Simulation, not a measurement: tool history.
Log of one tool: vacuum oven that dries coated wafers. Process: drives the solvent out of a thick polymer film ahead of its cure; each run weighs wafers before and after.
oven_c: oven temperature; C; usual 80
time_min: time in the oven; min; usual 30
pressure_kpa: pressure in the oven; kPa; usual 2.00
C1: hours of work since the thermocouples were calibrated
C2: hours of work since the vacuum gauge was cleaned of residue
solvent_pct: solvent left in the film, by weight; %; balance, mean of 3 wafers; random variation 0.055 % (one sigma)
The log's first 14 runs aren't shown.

{"run": 15, "hour": 490.2, "oven_c": 80, "time_min": 30, "pressure_kpa": 2.0, "C1": 707, "C2": 1040, "solvent_pct": 2.32}
{"run": 16, "hour": 525.8, "oven_c": 80, "time_min": 30, "pressure_kpa": 2.0, "C1": 727, "C2": 1060, "solvent_pct": 2.28}
{"run": 17, "hour": 564.7, "oven_c": 80, "time_min": 30, "pressure_kpa": 2.0, "C1": 750, "C2": 1082, "solvent_pct": 2.23}
{"run": 18, "hour": 598.7, "oven_c": 80, "time_min": 30, "pressure_kpa": 2.0, "C1": 769, "C2": 1102, "solvent_pct": 2.18}
{"run": 19, "hour": 633.5, "oven_c": 80, "time_min": 30, "pressure_kpa": 2.0, "C1": 789, "C2": 1122, "solvent_pct": 2.12}
{"run": 20, "hour": 659.9, "oven_c": 80, "time_min": 30, "pressure_kpa": 2.0, "C1": 804, "C2": 1137, "solvent_pct": 2.32}
{"run": 21, "hour": 686.0, "oven_c": 80, "time_min": 49, "pressure_kpa": 2.0, "C1": 819, "C2": 1152, "solvent_pct": 1.79}
{"run": 22, "hour": 714.0, "oven_c": 80, "time_min": 49, "pressure_kpa": 2.0, "C1": 835, "C2": 1168, "solvent_pct": 1.81}
{"run": 23, "hour": 737.2, "oven_c": 80, "time_min": 49, "pressure_kpa": 2.41, "C1": 849, "C2": 1181, "solvent_pct": 2.0}
{"run": 24, "hour": 757.8, "oven_c": 80, "time_min": 30, "pressure_kpa": 3.44, "C1": 860, "C2": 1193, "solvent_pct": 3.41}
{"hour": 764.1, "done": "oven's thermocouples calibrated"}
{"run": 25, "hour": 781.5, "oven_c": 89, "time_min": 30, "pressure_kpa": 2.47, "C1": 10, "C2": 1206, "solvent_pct": 1.56}
{"run": 26, "hour": 809.9, "oven_c": 65, "time_min": 25, "pressure_kpa": 3.56, "C1": 26, "C2": 1222, "solvent_pct": 9.74}

Forecast run 27:
{"run": 27, "hour": 855.5, "oven_c": 80, "time_min": 21, "pressure_kpa": 2.97, "C1": 52, "C2": 1248, "solvent_pct": "?"}

solvent_pct: 3.81 %
Without the tool's hidden state the same run would have given solvent_pct 3.80 %.

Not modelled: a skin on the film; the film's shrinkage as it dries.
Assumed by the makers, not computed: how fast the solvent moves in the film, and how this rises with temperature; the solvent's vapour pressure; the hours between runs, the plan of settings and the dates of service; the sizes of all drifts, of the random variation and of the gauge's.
